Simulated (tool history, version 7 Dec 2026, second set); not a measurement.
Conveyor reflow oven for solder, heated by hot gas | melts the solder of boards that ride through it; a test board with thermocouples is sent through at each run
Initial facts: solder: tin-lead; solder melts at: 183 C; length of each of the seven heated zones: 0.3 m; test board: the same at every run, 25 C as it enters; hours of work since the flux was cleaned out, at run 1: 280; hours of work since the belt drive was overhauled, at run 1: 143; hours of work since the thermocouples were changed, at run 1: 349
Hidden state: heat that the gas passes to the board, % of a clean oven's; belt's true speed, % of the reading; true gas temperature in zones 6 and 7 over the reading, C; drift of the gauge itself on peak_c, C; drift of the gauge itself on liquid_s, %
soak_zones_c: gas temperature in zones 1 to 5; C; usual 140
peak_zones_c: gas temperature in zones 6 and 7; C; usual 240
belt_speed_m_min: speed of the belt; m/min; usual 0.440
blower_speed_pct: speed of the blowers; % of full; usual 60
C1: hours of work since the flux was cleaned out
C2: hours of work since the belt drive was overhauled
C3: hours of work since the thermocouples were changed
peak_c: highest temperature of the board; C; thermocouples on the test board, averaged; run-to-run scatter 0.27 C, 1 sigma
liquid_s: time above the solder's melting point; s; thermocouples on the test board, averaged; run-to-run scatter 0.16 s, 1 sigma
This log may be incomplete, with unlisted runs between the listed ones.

Run 1, hour 0.0: usual settings; C1 280; C2 143; C3 349. Result: peak_c 222.2 C, liquid_s 65.6 s.
Run 2, hour 10.2: usual settings; C1 286; C2 149; C3 354. Result: peak_c 221.7 C, liquid_s 65.6 s.
Run 3, hour 14.7: usual settings but peak_zones_c 245 C; C1 288; C2 151; C3 357. Result: peak_c 226.2 C, liquid_s 68.0 s.
Run 4, hour 21.5: usual settings but peak_zones_c 245 C; C1 292; C2 155; C3 361. Result: peak_c 226.1 C, liquid_s 68.4 s.
Run 5, hour 29.9: usual settings but peak_zones_c 245 C; C1 297; C2 159; C3 365. Result: peak_c 226.1 C, liquid_s 68.4 s.
Run 6, hour 37.6: usual settings but peak_zones_c 245 C; C1 301; C2 164; C3 369. Result: peak_c 226.4 C, liquid_s 68.3 s.
Run 7, hour 46.1: usual settings but peak_zones_c 245 C; C1 306; C2 168; C3 374. Result: peak_c 226.5 C, liquid_s 68.4 s.
Run 8, hour 51.1: usual settings; C1 308; C2 171; C3 377. Result: peak_c 222.0 C, liquid_s 65.4 s.
Run 9, hour 57.3: usual settings but blower_speed_pct 85 % of full; C1 312; C2 174; C3 380. Result: peak_c 227.6 C, liquid_s 69.2 s.
Run 10, hour 62.2: usual settings but soak_zones_c 127 C; C1 314; C2 177; C3 383. Result: peak_c 219.4 C, liquid_s 58.9 s.
Run 11, hour 67.5: usual settings but soak_zones_c 127 C; C1 317; C2 180; C3 386. Result: peak_c 219.5 C, liquid_s 59.1 s.
Run 12, hour 72.6: usual settings but soak_zones_c 127 C; C1 320; C2 183; C3 389. Result: peak_c 219.2 C, liquid_s 58.9 s.
Run 13, hour 79.6: usual settings; C1 324; C2 187; C3 393. Result: peak_c 222.0 C, liquid_s 65.4 s.
Run 14, hour 88.1: usual settings; C1 329; C2 191; C3 397. Result: peak_c 221.7 C, liquid_s 65.5 s.
Run 15, hour 96.2: usual settings but belt_speed_m_min 0.459 m/min; C1 333; C2 196; C3 402. Result: peak_c 220.7 C, liquid_s 61.3 s.
Run 16, hour 103.1: usual settings but soak_zones_c 141 C; C1 337; C2 200; C3 406. Result: peak_c 221.9 C, liquid_s 65.9 s.
Run 17, hour 113.1: usual settings but soak_zones_c 151 C, peak_zones_c 231 C, belt_speed_m_min 0.388 m/min, blower_speed_pct 75 % of full; C1 342; C2 205; C3 411. Result: peak_c 222.0 C, liquid_s 80.7 s.
Run 18, hour 122.5: usual settings but blower_speed_pct 75 % of full; C1 348; C2 210; C3 416. Result: peak_c 225.6 C, liquid_s 68.1 s.
Run 19, hour 128.5: usual settings but peak_zones_c 243 C, blower_speed_pct 52 % of full; C1 351; C2 214; C3 420. Result: peak_c 222.5 C, liquid_s 65.3 s.
Run 20, hour 133.2: usual settings but soak_zones_c 137 C, blower_speed_pct 84 % of full; C1 354; C2 216; C3 422. Result: peak_c 226.4 C, liquid_s 68.3 s.
Run 21, hour 137.5: usual settings but soak_zones_c 137 C, blower_speed_pct 84 % of full; C1 356; C2 219; C3 424. Result: peak_c 226.6 C, liquid_s 67.9 s.
Run 22, hour 142.3: usual settings but soak_zones_c 125 C, peak_zones_c 239 C, blower_speed_pct 84 % of full; C1 359; C2 221; C3 427. Result: peak_c 224.3 C, liquid_s 63.0 s.
Run 23, hour 152.0: usual settings but soak_zones_c 125 C, peak_zones_c 231 C, belt_speed_m_min 0.431 m/min, blower_speed_pct 84 % of full; C1 364; C2 227; C3 432. Result: peak_c 217.1 C, liquid_s 59.3 s.
Run 24, hour 161.3: usual settings but soak_zones_c 125 C, peak_zones_c 245 C, belt_speed_m_min 0.431 m/min, blower_speed_pct 84 % of full; C1 369; C2 232; C3 438. Result: peak_c 230.2 C, liquid_s 67.9 s.
Run 25, hour 171.2: usual settings but soak_zones_c 128 C, peak_zones_c 250 C, belt_speed_m_min 0.434 m/min, blower_speed_pct 52 % of full; C1 374; C2 237; C3 443. Result: peak_c 226.4 C, liquid_s 65.0 s.
At hour 179.5: flux residue cleaned out of gas plates and filters.
Run 26, hour 182.7: usual settings but soak_zones_c 128 C, peak_zones_c 250 C, belt_speed_m_min 0.434 m/min, blower_speed_pct 52 % of full; C1 2; C2 241; C3 447. Result: peak_c 226.2 C, liquid_s 64.8 s.
Run 27, hour 189.2: usual settings but soak_zones_c 153 C, belt_speed_m_min 0.434 m/min, blower_speed_pct 84 % of full; C1 5; C2 244; C3 450. Result: peak_c 229.2 C, liquid_s 76.8 s.
Run 28, hour 197.6: usual settings but soak_zones_c 153 C, belt_speed_m_min 0.458 m/min, blower_speed_pct 73 % of full; C1 10; C2 249; C3 455. Result: peak_c 226.0 C, liquid_s 70.9 s.
Run 29, hour 204.3: usual settings but soak_zones_c 153 C, belt_speed_m_min 0.458 m/min, blower_speed_pct 73 % of full; C1 14; C2 253; C3 458. Result: peak_c 226.3 C, liquid_s 71.1 s.
Run 30, hour 211.3: usual settings but soak_zones_c 153 C, belt_speed_m_min 0.458 m/min, blower_speed_pct 73 % of full; C1 17; C2 256; C3 462. Result: peak_c 225.7 C, liquid_s 71.0 s.

Branching from run 30: 5 alternative next runs. What would each branch give?
Run A, hour 216.2: usual settings but soak_zones_c 153 C, belt_speed_m_min 0.351 m/min, blower_speed_pct 72 % of full; C1 20; C2 259; C3 465. Result: peak_c ?, liquid_s ?.
Run B, hour 216.2: usual settings but soak_zones_c 129 C; C1 20; C2 259; C3 465. Result: peak_c ?, liquid_s ?.
Run C, hour 216.2: usual settings but soak_zones_c 153 C, belt_speed_m_min 0.450 m/min, blower_speed_pct 57 % of full; C1 20; C2 259; C3 465. Result: peak_c ?, liquid_s ?.
Run D, hour 216.2: usual settings but soak_zones_c 142 C, belt_speed_m_min 0.394 m/min, blower_speed_pct 69 % of full; C1 20; C2 259; C3 465. Result: peak_c ?, liquid_s ?.
Run E, hour 216.2: usual settings but peak_zones_c 244 C, belt_speed_m_min 0.527 m/min, blower_speed_pct 78 % of full; C1 20; C2 259; C3 465. Result: peak_c ?, liquid_s ?.

run  peak_c  liquid_s
  A   232.2      96.8
  B   220.2      59.8
  C   222.8      70.1
  D   227.6      78.9
  E   223.6      55.2
The same runs, with their run-to-run variation unchanged, on a tool lacking any hidden condition would have given:
run  peak_c  liquid_s
  A   232.2      96.7
  B   220.1      59.8
  C   222.8      70.1
  D   227.5      78.9
  E   223.6      55.2
